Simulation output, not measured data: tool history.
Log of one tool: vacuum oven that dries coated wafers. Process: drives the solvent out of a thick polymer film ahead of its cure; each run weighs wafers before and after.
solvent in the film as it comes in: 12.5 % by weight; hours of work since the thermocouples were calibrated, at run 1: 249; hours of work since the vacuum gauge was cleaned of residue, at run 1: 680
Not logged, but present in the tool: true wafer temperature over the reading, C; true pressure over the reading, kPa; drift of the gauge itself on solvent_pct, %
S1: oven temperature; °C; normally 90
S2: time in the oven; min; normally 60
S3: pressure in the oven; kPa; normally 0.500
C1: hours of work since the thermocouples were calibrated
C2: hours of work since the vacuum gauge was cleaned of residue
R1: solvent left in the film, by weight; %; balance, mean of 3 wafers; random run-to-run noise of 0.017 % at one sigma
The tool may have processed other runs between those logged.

run,hour,S1,S2,S3,C1,C2,R1
1,0.0,90,60,0.500,249,680,1.55
2,24.3,90,60,0.500,268,699,1.54
3,55.9,90,60,0.500,292,723,1.54
4,105.8,90,60,0.500,330,762,1.55
5,147.8,90,60,0.500,362,794,1.51
6,183.0,90,60,0.500,389,821,1.53
7,235.1,90,60,0.500,429,861,1.53
8,257.4,96,103,1.314,446,878,0.64
9,279.7,91,38,1.940,464,895,3.24
10,313.5,87,60,0.500,490,921,1.88
11,344.7,87,46,1.034,513,945,2.92
12,366.8,103,60,1.728,530,962,0.82
13,400.7,100,34,0.482,556,988,1.83
14,423.9,102,51,1.942,574,1006,1.13

Below are 5 alternative next runs, each starting from the tool's condition after run 14. Predict each:
A,474.5,96,47,0.500,613,1044,?
B,474.5,82,50,0.434,613,1044,?
C,474.5,94,60,0.405,613,1044,?
D,474.5,87,49,1.958,613,1044,?
E,474.5,90,78,0.500,613,1044,?

run,R1
A,1.42
B,3.19
C,1.06
D,3.09
E,0.98
Without the tool's hidden state the same runs would have given:
run,R1
A,1.54
B,3.37
C,1.13
D,3.28
E,1.00

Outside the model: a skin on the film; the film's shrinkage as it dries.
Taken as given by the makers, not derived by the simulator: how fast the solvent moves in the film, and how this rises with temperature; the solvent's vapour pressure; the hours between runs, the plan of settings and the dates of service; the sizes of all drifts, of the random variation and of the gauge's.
